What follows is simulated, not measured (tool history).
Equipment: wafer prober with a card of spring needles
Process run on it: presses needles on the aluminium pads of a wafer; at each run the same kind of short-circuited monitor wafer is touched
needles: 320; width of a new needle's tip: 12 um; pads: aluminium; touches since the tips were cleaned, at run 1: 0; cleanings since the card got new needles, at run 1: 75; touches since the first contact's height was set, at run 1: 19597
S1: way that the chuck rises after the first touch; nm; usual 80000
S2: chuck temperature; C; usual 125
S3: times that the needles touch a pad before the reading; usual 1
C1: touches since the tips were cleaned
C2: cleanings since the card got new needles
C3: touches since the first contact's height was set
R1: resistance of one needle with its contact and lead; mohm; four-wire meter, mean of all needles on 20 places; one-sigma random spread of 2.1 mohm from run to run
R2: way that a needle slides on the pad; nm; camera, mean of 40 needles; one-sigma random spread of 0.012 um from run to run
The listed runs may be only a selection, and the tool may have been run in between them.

run 1 hour=0 | S1=80000 S2=125 S3=1 | C1=0 C2=75 C3=19597 | R1=222 R2=12520
-- hour=15.2 tips cleaned on abrasive film
-- hour=30.5 tips cleaned on abrasive film
-- hour=42.7 tips cleaned on abrasive film
run 2 hour=44 | S1=80000 S2=125 S3=1 | C1=793 C2=78 C3=45242 | R1=223 R2=12490
-- hour=56.2 tips cleaned on abrasive film
-- hour=68.5 tips cleaned on abrasive film
-- hour=83.7 tips cleaned on abrasive film
-- hour=95.9 tips cleaned on abrasive film
run 3 hour=105.9 | S1=80000 S2=46 S3=1 | C1=5866 C2=82 C3=81284 | R1=206 R2=12510
-- hour=109 tips cleaned on abrasive film
-- hour=124.3 tips cleaned on abrasive film
-- hour=139.5 tips cleaned on abrasive film
-- hour=154.7 tips cleaned on abrasive film
run 4 hour=158.9 | S1=73000 S2=125 S3=1 | C1=2439 C2=86 C3=112124 | R1=222 R2=11420
-- hour=168.1 tips cleaned on abrasive film
-- hour=174.4 height of the first contact set anew
-- hour=183.6 tips cleaned on abrasive film
-- hour=198.9 tips cleaned on abrasive film
-- hour=211.1 tips cleaned on abrasive film
run 5 hour=216.9 | S1=73000 S2=125 S3=1 | C1=3428 C2=90 C3=24730 | R1=225 R2=11400
-- hour=226.1 tips cleaned on abrasive film
-- hour=241.3 tips cleaned on abrasive film
-- hour=253.5 tips cleaned on abrasive film
run 6 hour=258.8 | S1=73000 S2=125 S3=1 | C1=3090 C2=93 C3=49121 | R1=222 R2=11420
-- hour=268 tips cleaned on abrasive film
-- hour=280.2 tips cleaned on abrasive film
-- hour=295.4 tips cleaned on abrasive film
-- hour=310.7 tips cleaned on abrasive film
-- hour=325.9 tips cleaned on abrasive film
-- hour=338.1 tips cleaned on abrasive film
run 7 hour=342.3 | S1=73000 S2=125 S3=1 | C1=2453 C2=99 C3=97726 | R1=223 R2=11420
-- hour=351.5 tips cleaned on abrasive film
-- hour=363.7 tips cleaned on abrasive film
-- hour=378.9 tips cleaned on abrasive film
-- hour=382.3 height of the first contact set anew
-- hour=394.5 tips cleaned on abrasive film
run 8 hour=398.6 | S1=73000 S2=125 S3=1 | C1=2436 C2=103 C3=9536 | R1=222 R2=11430
-- hour=407.8 tips cleaned on abrasive film
-- hour=420 tips cleaned on abrasive film
-- hour=435.2 tips cleaned on abrasive film
-- hour=447.5 tips cleaned on abrasive film
-- hour=461 tips cleaned on abrasive film
run 9 hour=461 | S1=89000 S2=125 S3=1 | C1=0 C2=108 C3=45850 | R1=223 R2=13930
-- hour=476.3 tips cleaned on abrasive film
-- hour=488.5 tips cleaned on abrasive film
-- hour=503.7 tips cleaned on abrasive film
run 10 hour=509.3 | S1=80000 S2=125 S3=1 | C1=3255 C2=111 C3=73956 | R1=227 R2=12500
-- hour=518.5 tips cleaned on abrasive film
-- hour=530.7 tips cleaned on abrasive film
-- hour=543.3 tips cleaned on abrasive film
run 11 hour=543.3 | S1=80000 S2=125 S3=1 | C1=0 C2=114 C3=93730 | R1=223 R2=12520
-- hour=558.5 tips cleaned on abrasive film
-- hour=570.7 tips cleaned on abrasive film
-- hour=586 tips cleaned on abrasive film
-- hour=589.3 height of the first contact set anew
-- hour=601.5 tips cleaned on abrasive film
run 12 hour=601.5 | S1=80000 S2=125 S3=1 | C1=0 C2=118 C3=7077 | R1=225 R2=12500
-- hour=616.7 tips cleaned on abrasive film
-- hour=632 tips cleaned on abrasive film
-- hour=647.2 tips cleaned on abrasive film
-- hour=662.4 tips cleaned on abrasive film
-- hour=677.7 tips cleaned on abrasive film
run 13 hour=682.9 | S1=69000 S2=125 S3=1 | C1=3068 C2=123 C3=54522 | R1=226 R2=10790
-- hour=692.1 tips cleaned on abrasive film
-- hour=704.3 tips cleaned on abrasive film
-- hour=719.5 tips cleaned on abrasive film
-- hour=734.8 tips cleaned on abrasive film
-- hour=750 tips cleaned on abrasive film
-- hour=763.9 tips cleaned on abrasive film
run 14 hour=763.9 | S1=75000 S2=91 S3=1 | C1=0 C2=129 C3=101670 | R1=211 R2=11750
-- hour=779.1 tips cleaned on abrasive film
-- hour=794.4 tips cleaned on abrasive film
-- hour=794.7 height of the first contact set anew
-- hour=809.9 tips cleaned on abrasive film
run 15 hour=819.9 | S1=75000 S2=91 S3=1 | C1=5880 C2=132 C3=14755 | R1=218 R2=11760
-- hour=823.1 tips cleaned on abrasive film
-- hour=835.3 tips cleaned on abrasive film
-- hour=850.5 tips cleaned on abrasive film
run 16 hour=861.4 | S1=69000 S2=28 S3=1 | C1=6370 C2=135 C3=38876 | R1=203 R2=10800
-- hour=864.5 tips cleaned on abrasive film
-- hour=876.7 tips cleaned on abrasive film
-- hour=891.9 tips cleaned on abrasive film
-- hour=907.2 tips cleaned on abrasive film
-- hour=922.4 tips cleaned on abrasive film
-- hour=937.7 tips cleaned on abrasive film
run 17 hour=942.6 | S1=94000 S2=125 S3=1 | C1=2878 C2=141 C3=86130 | R1=227 R2=14700
-- hour=951.7 tips cleaned on abrasive film
-- hour=967 tips cleaned on abrasive film
-- hour=982.2 tips cleaned on abrasive film
-- hour=997.5 tips cleaned on abrasive film
-- hour=1000.8 height of the first contact set anew
-- hour=1013 tips cleaned on abrasive film
-- hour=1025.2 tips cleaned on abrasive film
run 18 hour=1025.5 | S1=74000 S2=116 S3=1 | C1=187 C2=147 C3=14388 | R1=224 R2=11580
-- hour=1037.7 tips cleaned on abrasive film
-- hour=1049.9 tips cleaned on abrasive film
-- hour=1065.2 tips cleaned on abrasive film
-- hour=1080.4 tips cleaned on abrasive film
-- hour=1095.7 tips cleaned on abrasive film
run 19 hour=1103.4 | S1=78000 S2=51 S3=2 | C1=4544 C2=152 C3=59763 | R1=204 R2=12200
-- hour=1109.6 tips cleaned on abrasive film
-- hour=1124.8 tips cleaned on abrasive film
-- hour=1140 tips cleaned on abrasive film
run 20 hour=1146.1 | S1=78000 S2=51 S3=2 | C1=3535 C2=155 C3=84598 | R1=207 R2=12210
-- hour=1155.2 tips cleaned on abrasive film
-- hour=1170.5 tips cleaned on abrasive film
-- hour=1185.7 tips cleaned on abrasive film
-- hour=1197.9 tips cleaned on abrasive film
-- hour=1207.3 height of the first contact set anew
-- hour=1213.5 tips cleaned on abrasive film
run 21 hour=1222 | S1=78000 S2=51 S3=2 | C1=5022 C2=160 C3=8573 | R1=209 R2=12220

Run 22 has not been measured yet. What should we expect?
-- hour=1228.2 tips cleaned on abrasive film
-- hour=1243.4 tips cleaned on abrasive film
-- hour=1258.6 tips cleaned on abrasive film
-- hour=1273.2 tips cleaned on abrasive film
run 22 hour=1273.2 | S1=96000 S2=79 S3=3 | C1=0 C2=164 C3=38341 | R1=? R2=?

For run 22 the tool returned R1 209 mohm, R2 15030 nm.
With the hidden condition absent and the run-to-run variation left alone, this run would have shown R1 209 mohm, R2 15040 nm.
